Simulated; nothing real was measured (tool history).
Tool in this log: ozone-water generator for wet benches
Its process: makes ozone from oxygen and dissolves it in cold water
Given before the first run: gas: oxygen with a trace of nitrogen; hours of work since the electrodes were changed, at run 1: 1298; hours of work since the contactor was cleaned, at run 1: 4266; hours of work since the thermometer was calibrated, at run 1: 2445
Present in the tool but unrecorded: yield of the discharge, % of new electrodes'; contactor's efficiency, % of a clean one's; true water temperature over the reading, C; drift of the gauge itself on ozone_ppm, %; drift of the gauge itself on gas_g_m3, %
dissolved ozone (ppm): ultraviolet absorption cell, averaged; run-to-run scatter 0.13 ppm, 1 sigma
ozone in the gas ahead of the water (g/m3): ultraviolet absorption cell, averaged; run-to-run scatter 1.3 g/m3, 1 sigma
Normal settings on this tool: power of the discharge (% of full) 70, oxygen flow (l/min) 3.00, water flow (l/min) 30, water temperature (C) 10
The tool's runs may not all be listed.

run,hour,power of the discharge (% of full),oxygen flow (l/min),water flow (l/min),water temperature (C),hours of work since the electrodes were changed,hours of work since the contactor was cleaned,hours of work since the thermometer was calibrated,dissolved ozone (ppm),ozone in the gas ahead of the water (g/m3)
1,0.0,70,3.00,30,10,1298,4266,2445,13.4,232.7
2,27.9,70,3.00,30,10,1325,4293,2472,13.4,232.0
3,74.6,70,1.55,30,10,1369,4338,2516,10.8,334.3
4,99.3,70,1.55,30,10,1393,4361,2540,10.8,332.7
5,121.3,70,2.33,30,10,1414,4382,2561,12.5,266.4
6,147.5,70,2.33,30,10,1439,4407,2586,12.3,268.4
7,169.6,70,2.33,30,10,1460,4429,2607,12.3,267.9
8,209.9,70,2.33,30,10,1499,4467,2646,12.5,266.8
9,259.0,79,3.00,30,10,1546,4514,2693,14.5,258.6
10,280.8,70,3.00,30,10,1567,4535,2714,13.2,231.3
11,313.6,70,3.00,30,10,1598,4566,2745,13.5,231.4
12,347.0,64,3.00,30,10,1630,4598,2777,12.1,213.2
13,377.7,70,3.00,30,12,1660,4628,2806,13.0,229.6
14,424.0,70,3.00,30,12,1704,4672,2851,13.0,230.4
15,455.2,45,3.00,30,10,1734,4702,2880,9.3,157.4
16,484.6,45,3.00,30,10,1762,4730,2909,9.0,156.0
17,522.5,45,3.00,30,10,1798,4766,2945,9.1,156.2
18,560.6,70,3.00,22,11,1835,4803,2981,18.3,231.3
19,591.7,90,3.00,30,10,1864,4833,3011,16.4,285.4
20,627.8,41,3.37,19,10,1899,4867,3046,13.3,134.6
21,672.1,50,3.37,27,10,1941,4909,3088,11.1,160.6
22,724.2,50,3.84,28,10,1991,4959,3138,11.0,148.6
23,752.2,50,3.84,28,10,2018,4986,3165,10.9,149.6
24,798.2,50,2.58,33,12,2062,5030,3209,8.2,186.4
25,850.1,50,2.58,33,12,2112,5080,3258,8.4,189.2
26,886.8,50,2.58,33,12,2147,5115,3294,8.4,185.9

Measured minus without-hidden-state, run by run (identical run-to-run variation in each term; gauge scatter may differ):
run,dissolved ozone (ppm),ozone in the gas ahead of the water (g/m3)
1,-1.1,-6.3
2,-1.1,-6.4
3,-1.0,-9.5
4,-0.9,-9.7
5,-1.1,-7.8
6,-1.1,-7.9
7,-1.1,-8.0
8,-1.2,-8.2
9,-1.5,-9.1
10,-1.3,-7.3
11,-1.3,-7.5
12,-1.2,-6.4
13,-1.3,-7.7
14,-1.3,-7.9
15,-0.7,-3.3
16,-0.7,-3.3
17,-0.8,-3.4
18,-1.7,-8.4
19,-1.9,-12.9
20,-1.0,-2.7
21,-1.1,-4.3
22,-1.1,-4.1
23,-1.1,-4.2
24,-0.9,-5.3
25,-0.8,-5.5
26,-0.8,-5.5
